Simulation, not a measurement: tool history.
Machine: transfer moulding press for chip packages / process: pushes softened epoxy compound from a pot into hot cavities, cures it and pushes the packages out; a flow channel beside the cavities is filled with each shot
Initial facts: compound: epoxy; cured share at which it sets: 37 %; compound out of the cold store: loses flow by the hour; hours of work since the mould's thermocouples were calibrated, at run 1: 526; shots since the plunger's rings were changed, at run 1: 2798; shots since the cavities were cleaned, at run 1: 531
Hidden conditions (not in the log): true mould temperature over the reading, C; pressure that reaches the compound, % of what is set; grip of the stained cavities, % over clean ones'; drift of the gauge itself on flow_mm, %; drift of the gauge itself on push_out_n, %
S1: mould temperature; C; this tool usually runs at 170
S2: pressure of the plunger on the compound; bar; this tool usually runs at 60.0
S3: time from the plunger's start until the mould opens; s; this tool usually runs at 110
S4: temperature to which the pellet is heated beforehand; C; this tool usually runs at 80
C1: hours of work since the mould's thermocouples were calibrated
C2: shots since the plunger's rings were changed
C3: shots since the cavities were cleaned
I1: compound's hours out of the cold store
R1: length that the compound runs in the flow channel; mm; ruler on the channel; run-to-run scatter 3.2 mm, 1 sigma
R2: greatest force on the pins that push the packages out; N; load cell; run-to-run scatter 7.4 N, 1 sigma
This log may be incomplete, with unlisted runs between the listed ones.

| run | hour | S1 | S2 | S3 | S4 | C1 | C2 | C3 | I1 | R1 | R2 |
|---|---|---|---|---|---|---|---|---|---|---|---|
| 1 | 0.0 | 170 | 60.0 | 110 | 80 | 526 | 2798 | 531 | 46.7 | 678 | 603 |
|  | 44.5 | cavities cleaned with cleaning compound and waxed |
| 2 | 66.6 | 170 | 60.0 | 110 | 80 | 570 | 3585 | 268 | 36.9 | 684 | 518 |
| 3 | 109.7 | 170 | 60.0 | 110 | 80 | 599 | 4104 | 787 | 9.3 | 743 | 690 |
|  | 118.6 | mould's thermocouples calibrated |
|  | 133.4 | plunger's sealing rings changed |
|  | 134.9 | cavities cleaned with cleaning compound and waxed |
| 4 | 203.7 | 170 | 60.0 | 110 | 80 | 55 | 831 | 831 | 19.3 | 737 | 670 |
|  | 223.4 | cavities cleaned with cleaning compound and waxed |
| 5 | 286.8 | 170 | 60.0 | 110 | 80 | 110 | 1815 | 764 | 34.9 | 700 | 650 |
|  | 312.2 | mould's thermocouples calibrated, once more |
|  | 313.7 | cavities cleaned with cleaning compound and waxed |
| 6 | 348.0 | 162 | 60.0 | 110 | 80 | 23 | 2511 | 413 | 22.5 | 742 | 863 |
| 7 | 390.4 | 162 | 60.0 | 110 | 80 | 52 | 3023 | 925 | 44.7 | 703 | 1019 |
|  | 403.7 | cavities cleaned with cleaning compound and waxed |
| 8 | 474.1 | 162 | 60.0 | 110 | 80 | 108 | 4015 | 850 | 44.8 | 698 | 965 |
|  | 491.1 | cavities cleaned with cleaning compound and waxed |
|  | 504.8 | plunger's sealing rings changed |
| 9 | 533.7 | 162 | 60.0 | 110 | 80 | 146 | 349 | 483 | 43.7 | 713 | 853 |
|  | 582.0 | cavities cleaned with cleaning compound and waxed |
| 10 | 584.5 | 170 | 60.0 | 110 | 80 | 179 | 944 | 30 | 11.9 | 748 | 357 |
| 11 | 657.0 | 170 | 60.0 | 110 | 80 | 228 | 1819 | 905 | 24.3 | 718 | 692 |
|  | 668.1 | cavities cleaned with cleaning compound and waxed |
| 12 | 721.7 | 170 | 60.0 | 110 | 80 | 271 | 2581 | 646 | 37.4 | 692 | 654 |
|  | 754.3 | cavities cleaned with cleaning compound and waxed |
| 13 | 802.2 | 170 | 60.0 | 120 | 80 | 325 | 3535 | 578 | 12.3 | 739 | 619 |
|  | 840.7 | cavities cleaned with cleaning compound and waxed |
| 14 | 842.5 | 170 | 60.0 | 120 | 80 | 351 | 4003 | 22 | 8.1 | 741 | 319 |
|  | 873.8 | plunger's sealing rings changed |
| 15 | 908.0 | 171 | 45.8 | 91 | 75 | 394 | 412 | 782 | 10.6 | 660 | 828 |
|  | 934.2 | cavities cleaned with cleaning compound and waxed |
| 16 | 961.7 | 170 | 65.2 | 101 | 71 | 429 | 1042 | 332 | 24.5 | 755 | 608 |
|  | 1025.9 | cavities cleaned with cleaning compound and waxed |
| 17 | 1026.3 | 169 | 72.1 | 112 | 83 | 472 | 1803 | 4 | 39.8 | 761 | 291 |
| 18 | 1109.2 | 174 | 72.1 | 133 | 83 | 528 | 2804 | 1005 | 45.0 | 731 | 620 |
|  | 1117.6 | cavities cleaned with cleaning compound and waxed |
| 19 | 1183.2 | 170 | 60.0 | 110 | 78 | 577 | 3679 | 792 | 24.6 | 713 | 639 |
|  | 1204.6 | cavities cleaned with cleaning compound and waxed |
|  | 1225.1 | mould's thermocouples calibrated |
| 20 | 1225.1 | 170 | 60.0 | 110 | 78 | 0 | 4142 | 223 | 34.5 | 694 | 512 |
|  | 1245.4 | plunger's sealing rings changed |
|  | 1298.5 | cavities cleaned with cleaning compound and waxed |
| 21 | 1301.8 | 170 | 60.3 | 99 | 74 | 49 | 662 | 40 | 44.4 | 694 | 397 |
| 22 | 1342.0 | 168 | 46.1 | 99 | 74 | 77 | 1148 | 526 | 10.8 | 671 | 857 |
|  | 1386.4 | cavities cleaned with cleaning compound and waxed |
| 23 | 1391.9 | 176 | 55.6 | 148 | 81 | 109 | 1732 | 67 | 13.4 | 704 | 346 |
| 24 | 1447.8 | 166 | 67.8 | 110 | 80 | 147 | 2405 | 740 | 42.1 | 742 | 756 |
|  | 1475.5 | cavities cleaned with cleaning compound and waxed |
| 25 | 1508.0 | 173 | 60.0 | 106 | 80 | 187 | 3115 | 393 | 43.8 | 676 | 561 |
|  | 1562.7 | cavities cleaned with cleaning compound and waxed |
| 26 | 1596.5 | 173 | 60.0 | 106 | 80 | 246 | 4164 | 407 | 30.9 | 689 | 619 |
|  | 1614.0 | plunger's sealing rings changed |
|  | 1654.2 | cavities cleaned with cleaning compound and waxed |
| 27 | 1689.4 | 173 | 60.0 | 106 | 80 | 307 | 892 | 424 | 34.3 | 703 | 555 |

For each entry between runs, how does the tool's hidden state at the last listed run before it compare with that at the first listed run after it?
Between runs 1 and 2: cavities cleaned with cleaning compound and waxed (hour 44.5)
  true mould temperature over the reading, C: 1.22 -> 1.32; pressure that reaches the compound, % of what is set: 95.84 -> 94.72; grip of the stained cavities, % over clean ones': 98.2 -> 77.3
  measured less the result without the state, R1: -17 -> -22 mm; R2: +289 -> +216 N
Between runs 3 and 4: mould's thermocouples calibrated (hour 118.6); plunger's sealing rings changed (hour 133.4); cavities cleaned with cleaning compound and waxed (hour 134.9)
  true mould temperature over the reading, C: 1.39 -> 1.87; pressure that reaches the compound, % of what is set: 93.92 -> 98.64; grip of the stained cavities, % over clean ones': 122.6 -> 125.4
  measured less the result without the state, R1: -28 -> -10 mm; R2: +365 -> +361 N
Between runs 4 and 5: cavities cleaned with cleaning compound and waxed (hour 223.4)
  true mould temperature over the reading, C: 1.87 -> 2.01; pressure that reaches the compound, % of what is set: 98.64 -> 97.31; grip of the stained cavities, % over clean ones': 125.4 -> 120.2
  measured less the result without the state, R1: -10 -> -14 mm; R2: +361 -> +342 N
Between runs 5 and 6: mould's thermocouples calibrated, once more (hour 312.2); cavities cleaned with cleaning compound and waxed (hour 313.7)
  true mould temperature over the reading, C: 2.01 -> 0.43; pressure that reaches the compound, % of what is set: 97.31 -> 96.3; grip of the stained cavities, % over clean ones': 120.2 -> 93.3
  measured less the result without the state, R1: -14 -> -16 mm; R2: +342 -> +402 N
Between runs 7 and 8: cavities cleaned with cleaning compound and waxed (hour 403.7)
  true mould temperature over the reading, C: 0.51 -> 0.64; pressure that reaches the compound, % of what is set: 95.66 -> 94.35; grip of the stained cavities, % over clean ones': 126 -> 123.5
  measured less the result without the state, R1: -17 -> -22 mm; R2: +554 -> +516 N
Between runs 8 and 9: cavities cleaned with cleaning compound and waxed (hour 491.1); plunger's sealing rings changed (hour 504.8)
  true mould temperature over the reading, C: 0.64 -> 0.73; pressure that reaches the compound, % of what is set: 94.35 -> 99.32; grip of the stained cavities, % over clean ones': 123.5 -> 104.4
  measured less the result without the state, R1: -22 -> -5 mm; R2: +516 -> +419 N
Between runs 9 and 10: cavities cleaned with cleaning compound and waxed (hour 582.0)
  true mould temperature over the reading, C: 0.73 -> 0.82; pressure that reaches the compound, % of what is set: 99.32 -> 98.51; grip of the stained cavities, % over clean ones': 104.4 -> 14.7
  measured less the result without the state, R1: -5 -> -8 mm; R2: +419 -> +38 N
Between runs 11 and 12: cavities cleaned with cleaning compound and waxed (hour 668.1)
  true mould temperature over the reading, C: 0.94 -> 1.04; pressure that reaches the compound, % of what is set: 97.29 -> 96.24; grip of the stained cavities, % over clean ones': 126.4 -> 113
  measured less the result without the state, R1: -12 -> -16 mm; R2: +379 -> +338 N
Between runs 12 and 13: cavities cleaned with cleaning compound and waxed (hour 754.3)
  true mould temperature over the reading, C: 1.04 -> 1.17; pressure that reaches the compound, % of what is set: 96.24 -> 95.01; grip of the stained cavities, % over clean ones': 113 -> 110
  measured less the result without the state, R1: -16 -> -22 mm; R2: +338 -> +317 N
Between runs 13 and 14: cavities cleaned with cleaning compound and waxed (hour 840.7)
  true mould temperature over the reading, C: 1.17 -> 1.24; pressure that reaches the compound, % of what is set: 95.01 -> 94.37; grip of the stained cavities, % over clean ones': 110 -> 9.5
  measured less the result without the state, R1: -22 -> -26 mm; R2: +317 -> +22 N
Between runs 14 and 15: plunger's sealing rings changed (hour 873.8)
  true mould temperature over the reading, C: 1.24 -> 1.34; pressure that reaches the compound, % of what is set: 94.37 -> 99.21; grip of the stained cavities, % over clean ones': 9.5 -> 121.4
  measured less the result without the state, R1: -26 -> -6 mm; R2: +22 -> +425 N
Between runs 15 and 16: cavities cleaned with cleaning compound and waxed (hour 934.2)
  true mould temperature over the reading, C: 1.34 -> 1.43; pressure that reaches the compound, % of what is set: 99.21 -> 98.34; grip of the stained cavities, % over clean ones': 121.4 -> 81.9
  measured less the result without the state, R1: -6 -> -10 mm; R2: +425 -> +256 N
Between runs 16 and 17: cavities cleaned with cleaning compound and waxed (hour 1025.9)
  true mould temperature over the reading, C: 1.43 -> 1.53; pressure that reaches the compound, % of what is set: 98.34 -> 97.28; grip of the stained cavities, % over clean ones': 81.9 -> 1.6
  measured less the result without the state, R1: -10 -> -15 mm; R2: +256 -> -7 N
Between runs 18 and 19: cavities cleaned with cleaning compound and waxed (hour 1117.6)
  true mould temperature over the reading, C: 1.67 -> 1.79; pressure that reaches the compound, % of what is set: 95.98 -> 94.73; grip of the stained cavities, % over clean ones': 127.5 -> 122.7
  measured less the result without the state, R1: -20 -> -24 mm; R2: +344 -> +338 N
Between runs 19 and 20: cavities cleaned with cleaning compound and waxed (hour 1204.6); mould's thermocouples calibrated (hour 1225.1)
  true mould temperature over the reading, C: 1.79 -> 0.02; pressure that reaches the compound, % of what is set: 94.73 -> 94.05; grip of the stained cavities, % over clean ones': 122.7 -> 62.7
  measured less the result without the state, R1: -24 -> -21 mm; R2: +338 -> +197 N
Between runs 20 and 21: plunger's sealing rings changed (hour 1245.4); cavities cleaned with cleaning compound and waxed (hour 1298.5)
  true mould temperature over the reading, C: 0.02 -> 0.14; pressure that reaches the compound, % of what is set: 94.05 -> 99; grip of the stained cavities, % over clean ones': 62.7 -> 13.7
  measured less the result without the state, R1: -21 -> -4 mm; R2: +197 -> +46 N
Between runs 22 and 23: cavities cleaned with cleaning compound and waxed (hour 1386.4)
  true mould temperature over the reading, C: 0.21 -> 0.29; pressure that reaches the compound, % of what is set: 98.3 -> 97.53; grip of the stained cavities, % over clean ones': 106.2 -> 20.4
  measured less the result without the state, R1: -6 -> -9 mm; R2: +436 -> +59 N
Between runs 24 and 25: cavities cleaned with cleaning compound and waxed (hour 1475.5)
  true mould temperature over the reading, C: 0.38 -> 0.47; pressure that reaches the compound, % of what is set: 96.58 -> 95.58; grip of the stained cavities, % over clean ones': 117.1 -> 93.3
  measured less the result without the state, R1: -14 -> -17 mm; R2: +404 -> +271 N
Between runs 25 and 26: cavities cleaned with cleaning compound and waxed (hour 1562.7)
  true mould temperature over the reading, C: 0.47 -> 0.63; pressure that reaches the compound, % of what is set: 95.58 -> 94.33; grip of the stained cavities, % over clean ones': 93.3 -> 100.5
  measured less the result without the state, R1: -17 -> -22 mm; R2: +271 -> +305 N
Between runs 26 and 27: plunger's sealing rings changed (hour 1614.0); cavities cleaned with cleaning compound and waxed (hour 1654.2)
  true mould temperature over the reading, C: 0.63 -> 0.78; pressure that reaches the compound, % of what is set: 94.33 -> 98.43; grip of the stained cavities, % over clean ones': 100.5 -> 96.9
  measured less the result without the state, R1: -22 -> -7 mm; R2: +305 -> +273 N

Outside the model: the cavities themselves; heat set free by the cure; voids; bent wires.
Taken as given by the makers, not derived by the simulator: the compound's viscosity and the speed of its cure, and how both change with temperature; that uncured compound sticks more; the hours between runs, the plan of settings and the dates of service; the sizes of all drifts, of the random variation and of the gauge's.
